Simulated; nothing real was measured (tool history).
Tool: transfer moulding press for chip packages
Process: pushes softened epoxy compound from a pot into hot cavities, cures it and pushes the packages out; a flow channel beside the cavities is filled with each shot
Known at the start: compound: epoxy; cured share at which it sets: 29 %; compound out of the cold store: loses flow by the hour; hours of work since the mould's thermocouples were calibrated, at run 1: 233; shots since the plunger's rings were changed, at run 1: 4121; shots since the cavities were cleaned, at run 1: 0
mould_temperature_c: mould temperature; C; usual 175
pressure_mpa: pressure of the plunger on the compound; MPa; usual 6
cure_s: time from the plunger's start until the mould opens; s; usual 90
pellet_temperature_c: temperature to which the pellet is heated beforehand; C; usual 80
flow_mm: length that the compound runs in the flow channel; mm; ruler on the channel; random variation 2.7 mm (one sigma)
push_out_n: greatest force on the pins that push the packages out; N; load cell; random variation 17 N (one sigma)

run	hour	mould_temperature_c	pressure_mpa	cure_s	pellet_temperature_c	hours of work since the mould's thermocouples were calibrated	shots since the plunger's rings were changed	shots since the cavities were cleaned	incoming compound's hours out of the cold store	flow_mm	push_out_n
1	0	175	6	90	80	233	4121	0	12.9	552	897
# hour 3.2: plunger's sealing rings changed
2	14.1	175	6	90	80	238	103	110	41.4	519	1015
3	27.1	175	6	90	82	245	228	235	10.3	560	1219
4	39	175	6	90	80	250	341	348	34.9	525	1275
5	47.8	175	6.56	90	80	255	425	432	37.5	543	1332
6	54.1	175	4.97	90	80	258	486	493	25.9	492	1362
7	64.5	175	4.97	90	80	263	585	592	43	466	1362
8	71.1	175	4.97	90	80	266	648	655	36.5	475	1440
9	79.6	175	6	90	84	270	729	736	39.8	515	1386
10	90.9	175	6	90	84	275	837	844	14.8	559	1519
11	96.8	183	6	90	80	278	893	900	40.1	499	890
12	103.2	175	6	90	81	281	954	961	12.5	555	1478
13	111.4	175	6	90	81	285	1032	1039	20.1	547	1495
14	119.3	175	6	90	81	289	1108	1115	18.7	544	1493
# hour 129.5: cavities cleaned with cleaning compound and waxed
15	130.5	175	6	90	81	294	1201	10	36	521	839
16	143.2	175	6	90	81	300	1322	131	11.5	560	1116
17	152.7	175	6	90	81	304	1413	222	14.4	550	1217
18	166	175	6.46	124	81	311	1540	349	25.3	556	739
19	173.8	175	5.48	83	85	314	1614	423	29.7	507	1572
20	182.7	175	5.48	83	85	319	1699	508	9.2	530	1817
21	192	171	5.46	75	79	323	1787	596	21.5	523	2880
22	203.2	175	7.27	112	80	328	1894	703	22.5	595	903
23	209	175	7.27	72	80	331	1951	760	32.6	576	2485
24	220.3	175	5.37	89	77	337	2058	867	18.1	515	1546
25	229.6	170	5.37	103	81	341	2147	956	10.6	538	1618
26	240.3	170	5.37	103	81	346	2249	1058	20.6	521	1612
27	249.3	182	4.7	90	80	351	2335	1144	35.3	444	958
# hour 256.3: cavities cleaned with cleaning compound and waxed
28	259	173	6	113	80	355	2413	25	39	517	625
29	270.5	174	7.22	113	85	360	2524	136	36.2	565	723

4 ways to go on from here, each from the tool as it stands after run 29. What would each give?
A	279.2	182	6	100	80	364	2606	218	16.3	?	?
B	279.2	181	7.22	113	85	364	2606	218	26.7	?	?
C	279.2	173	7.22	90	85	364	2606	218	31.8	?	?
D	279.2	175	6.2	90	80	364	2606	218	11.1	?	?

run	flow_mm	push_out_n
A	529	670
B	566	605
C	577	1349
D	556	1234
Without the tool's hidden state the same runs would have given:
run	flow_mm	push_out_n
A	539	463
B	576	421
C	587	900
D	566	824
